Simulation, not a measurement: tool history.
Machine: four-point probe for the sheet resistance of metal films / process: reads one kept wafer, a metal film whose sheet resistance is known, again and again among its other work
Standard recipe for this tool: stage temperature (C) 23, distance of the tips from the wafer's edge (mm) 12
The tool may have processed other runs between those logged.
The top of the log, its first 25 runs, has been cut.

run	hour	stage temperature (C)	distance of the tips from the wafer's edge (mm)	touches since the probe head was changed	hours of work since the stage's thermometer was calibrated	sheet resistance as the instrument gives it (ohm/square)
26	1224.8	20	35	93732	461	0.127054
27	1273.8	23	12	96186	492	0.127557
28	1310.4	31	9	98019	515	0.128055
29	1364.5	22	59	100731	548	0.12704
30	1425.8	20	12	103804	587	0.127405
31	1468.7	20	12	105953	613	0.127399
32	1507.4	21	51	107895	637	0.126903
33	1566.5	21	13	110857	674	0.127311
34	1597.5	21	71	112411	693	0.126863
35	1662	18	7	115639	734	0.128167
36	1702.9	34	5	117692	759	0.129825
37	1735.5	35	53	119324	779	0.127212
38	1790.1	35	53	122059	813	0.127157
39	1825.8	33	12	123852	836	0.127586
40	1857.5	22	38	125438	855	0.126831
41	1924.8	28	25	128811	897	0.127003
42	1992.8	28	25	132223	940	0.127001
43	2051.8	20	25	135179	976	0.126739
44	2098.5	24	7	137520	1005	0.128146
45	2127	25	24	138947	1023	0.126821

Predict each of these 3 candidate next runs independently; none follows another, all start after run 45:
A	2178.5	25	4	141527	1055	?
B	2178.5	32	36	141527	1055	?
C	2178.5	22	6	141527	1055	?

run	sheet resistance as the instrument gives it (ohm/square)
A	0.130827
B	0.126952
C	0.128501
The same runs, with their run-to-run variation unchanged, on a tool lacking any hidden condition would have given:
run	sheet resistance as the instrument gives it (ohm/square)
A	0.132718
B	0.12879
C	0.130362
